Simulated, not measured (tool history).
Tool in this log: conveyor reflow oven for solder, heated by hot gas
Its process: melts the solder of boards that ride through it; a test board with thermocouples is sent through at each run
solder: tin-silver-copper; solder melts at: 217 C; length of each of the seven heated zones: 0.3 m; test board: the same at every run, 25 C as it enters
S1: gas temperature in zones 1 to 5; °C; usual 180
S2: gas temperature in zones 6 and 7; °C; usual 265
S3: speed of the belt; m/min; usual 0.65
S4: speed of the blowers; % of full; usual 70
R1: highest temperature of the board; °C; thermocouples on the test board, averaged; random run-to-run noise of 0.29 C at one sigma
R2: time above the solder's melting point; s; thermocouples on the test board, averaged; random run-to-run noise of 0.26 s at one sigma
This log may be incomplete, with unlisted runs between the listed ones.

| run | day | S1 | S2 | S3 | S4 | R1 | R2 |
|---|---|---|---|---|---|---|---|
| 1 | 0 | 180 | 265 | 0.65 | 70 | 246.4 | 38.9 |
| 2 | 1.592 | 180 | 265 | 0.65 | 70 | 246.4 | 38.9 |
| 3 | 3.358 | 180 | 265 | 0.65 | 64 | 244.2 | 37.2 |
| 4 | 5.421 | 180 | 265 | 0.65 | 64 | 244.5 | 37.4 |
| 5 | 6.812 | 180 | 265 | 0.65 | 70 | 246.7 | 38.8 |
| 6 | 9.625 | 180 | 265 | 0.766 | 70 | 240.8 | 28.3 |
| 7 | 11.267 | 180 | 265 | 0.746 | 70 | 241.7 | 30.1 |
| 8 | 12.858 | 180 | 265 | 0.65 | 61 | 243.2 | 35.8 |
| 9 | 15.375 | 180 | 255 | 0.65 | 70 | 238.4 | 33.3 |
|  | 16.812 | flux residue cleaned out of gas plates and filters |
| 10 | 17.608 | 174 | 265 | 0.65 | 70 | 245.3 | 36.5 |
| 11 | 19.221 | 180 | 265 | 0.65 | 70 | 247.1 | 38.9 |
| 12 | 21.117 | 180 | 265 | 0.65 | 70 | 246.9 | 39 |
| 13 | 22.925 | 180 | 265 | 0.65 | 70 | 246.5 | 38.7 |
| 14 | 24.204 | 194 | 265 | 0.65 | 70 | 249.1 | 45.8 |
| 15 | 25.871 | 167 | 270 | 0.747 | 54 | 232.8 | 19.3 |
| 16 | 27.217 | 180 | 258 | 0.699 | 89 | 243.8 | 35.3 |
| 17 | 28.579 | 187 | 254 | 0.548 | 89 | 246.1 | 52.1 |

Here are 4 independent what-if runs from the current tool condition. What would each one return?
|  | 29.004 | thermocouples of zones 6 and 7 changed |
| A | 31.254 | 183 | 254 | 0.563 | 89 | ? | ? |
|  | 29.004 | thermocouples of zones 6 and 7 changed |
| B | 31.254 | 180 | 254 | 0.736 | 70 | ? | ? |
|  | 29.004 | thermocouples of zones 6 and 7 changed |
| C | 31.254 | 187 | 280 | 0.673 | 89 | ? | ? |
|  | 29.004 | thermocouples of zones 6 and 7 changed |
| D | 31.254 | 187 | 254 | 0.622 | 89 | ? | ? |

| run | R1 | R2 |
|---|---|---|
| A | 245.8 | 48.5 |
| B | 233.6 | 24.7 |
| C | 265.1 | 48.6 |
| D | 244.1 | 43.6 |
Had the tool no hidden state, the same runs would have come out as:
| run | R1 | R2 |
|---|---|---|
| A | 245.8 | 48.4 |
| B | 233.6 | 24.7 |
| C | 265.1 | 48.6 |
| D | 244.1 | 43.6 |

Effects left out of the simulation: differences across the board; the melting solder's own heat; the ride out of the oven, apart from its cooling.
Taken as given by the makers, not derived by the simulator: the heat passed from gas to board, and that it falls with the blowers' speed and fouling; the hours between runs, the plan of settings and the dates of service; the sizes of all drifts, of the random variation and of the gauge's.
